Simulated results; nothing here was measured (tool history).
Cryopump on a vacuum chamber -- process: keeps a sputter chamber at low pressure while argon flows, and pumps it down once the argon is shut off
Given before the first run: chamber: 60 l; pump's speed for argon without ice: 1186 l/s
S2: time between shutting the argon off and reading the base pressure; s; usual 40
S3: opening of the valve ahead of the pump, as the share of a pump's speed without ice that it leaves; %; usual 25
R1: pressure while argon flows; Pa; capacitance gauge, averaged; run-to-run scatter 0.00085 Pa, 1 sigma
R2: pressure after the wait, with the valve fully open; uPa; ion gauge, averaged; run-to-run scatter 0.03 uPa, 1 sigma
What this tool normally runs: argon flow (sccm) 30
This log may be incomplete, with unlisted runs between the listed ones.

run 1 day=0 | argon_flow_(sccm)=30 S2=40 S3=25 | R1=0.1727 R2=1.62
run 2 day=1.425 | argon_flow_(sccm)=30 S2=40 S3=25 | R1=0.1724 R2=1.69
run 3 day=2.262 | argon_flow_(sccm)=30 S2=40 S3=25 | R1=0.1723 R2=1.73
run 4 day=3.621 | argon_flow_(sccm)=30 S2=40 S3=25 | R1=0.1734 R2=1.84
run 5 day=4.721 | argon_flow_(sccm)=30 S2=40 S3=25 | R1=0.173 R2=1.78
run 6 day=5.446 | argon_flow_(sccm)=30 S2=40 S3=25 | R1=0.1746 R2=1.78
run 7 day=6.617 | argon_flow_(sccm)=30 S2=40 S3=25 | R1=0.1746 R2=1.93
run 8 day=7.662 | argon_flow_(sccm)=30 S2=40 S3=25 | R1=0.1745 R2=1.93
run 9 day=8.904 | argon_flow_(sccm)=30 S2=40 S3=25 | R1=0.1747 R2=1.98
run 10 day=9.75 | argon_flow_(sccm)=30 S2=40 S3=25 | R1=0.1733 R2=2.09
run 11 day=10.842 | argon_flow_(sccm)=30 S2=40 S3=25 | R1=0.175 R2=2.03
run 12 day=12.012 | argon_flow_(sccm)=30 S2=40 S3=54 | R1=0.0826 R2=2.17
run 13 day=12.858 | argon_flow_(sccm)=16 S2=294 S3=16 | R1=0.1447 R2=1.17
run 14 day=13.883 | argon_flow_(sccm)=16 S2=294 S3=16 | R1=0.1454 R2=1.2
run 15 day=14.954 | argon_flow_(sccm)=56 S2=294 S3=30 | R1=0.2777 R2=1.23
run 16 day=16.254 | argon_flow_(sccm)=56 S2=294 S3=30 | R1=0.2759 R2=1.31
run 17 day=17.208 | argon_flow_(sccm)=15 S2=40 S3=20 | R1=0.1108 R2=2.39
run 18 day=18.342 | argon_flow_(sccm)=15 S2=40 S3=20 | R1=0.1103 R2=2.46
run 19 day=19.158 | argon_flow_(sccm)=49 S2=40 S3=20 | R1=0.3606 R2=2.54
run 20 day=20.838 | argon_flow_(sccm)=15 S2=265 S3=25 | R1=0.0887 R2=1.56
run 21 day=22.425 | argon_flow_(sccm)=48 S2=105 S3=25 | R1=0.2842 R2=1.95
run 22 day=23.533 | argon_flow_(sccm)=52 S2=20 S3=21 | R1=0.3675 R2=3.94

What if the next run were any one of these 5? Each begins from the tool's condition after run 22:
run A day=25.192 | argon_flow_(sccm)=58 S2=157 S3=42 | R1=? R2=?
run B day=25.192 | argon_flow_(sccm)=30 S2=40 S3=32 | R1=? R2=?
run C day=25.192 | argon_flow_(sccm)=34 S2=82 S3=22 | R1=? R2=?
run D day=25.192 | argon_flow_(sccm)=37 S2=181 S3=59 | R1=? R2=?
run E day=25.192 | argon_flow_(sccm)=16 S2=117 S3=28 | R1=? R2=?

run=A R1=0.2103 R2=1.9
run=B R1=0.1409 R2=2.74
run=C R1=0.2268 R2=2.13
run=D R1=0.0984 R2=1.91
run=E R1=0.0854 R2=2
Take away the tool's hidden state, keep each run's random variation, and the runs would have read:
run=A R1=0.1955 R2=0.58
run=B R1=0.1332 R2=1.45
run=C R1=0.2182 R2=0.83
run=D R1=0.089 R2=0.57
run=E R1=0.0813 R2=0.71
